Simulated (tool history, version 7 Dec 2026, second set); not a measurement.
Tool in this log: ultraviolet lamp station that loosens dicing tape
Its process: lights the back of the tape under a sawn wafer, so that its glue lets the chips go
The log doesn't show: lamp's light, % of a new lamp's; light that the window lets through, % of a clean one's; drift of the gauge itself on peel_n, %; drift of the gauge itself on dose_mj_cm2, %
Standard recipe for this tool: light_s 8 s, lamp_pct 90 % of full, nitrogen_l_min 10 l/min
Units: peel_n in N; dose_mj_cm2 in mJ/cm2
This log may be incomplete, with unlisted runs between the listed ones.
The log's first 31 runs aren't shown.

run,hour,light_s,lamp_pct,nitrogen_l_min,hours of work of the lamp,hours of work since the window was cleaned,peel_n,dose_mj_cm2
32,2172.1,7,64,4,551,154,1.492,179
33,2238.1,5,90,13,582,185,0.627,173
34,2329.9,5,90,13,626,229,0.651,170
# hour 2422.9: window cleaned of glue's vapour
35,2426.7,8,83,10,672,2,0.306,261
36,2483,8,83,10,699,29,0.304,256
37,2542.8,8,83,10,727,57,0.313,249
38,2629.9,8,83,10,769,99,0.338,242
39,2696.2,8,77,17,800,130,0.266,220

Branching from run 39: 4 alternative next runs. What would each branch give?
# hour 2730.7: lamp changed
A,2783.2,8,82,9,25,172,?,?
# hour 2730.7: lamp changed
B,2783.2,8,90,4,25,172,?,?
# hour 2730.7: lamp changed
C,2783.2,6,90,10,25,172,?,?
# hour 2730.7: lamp changed
D,2783.2,10,75,10,25,172,?,?

run,peel_n,dose_mj_cm2
A,0.195,312
B,0.387,345
C,0.297,259
D,0.127,358
With no hidden state in the tool, these same runs would have given:
run,peel_n,dose_mj_cm2
A,0.171,327
B,0.343,362
C,0.263,272
D,0.115,375

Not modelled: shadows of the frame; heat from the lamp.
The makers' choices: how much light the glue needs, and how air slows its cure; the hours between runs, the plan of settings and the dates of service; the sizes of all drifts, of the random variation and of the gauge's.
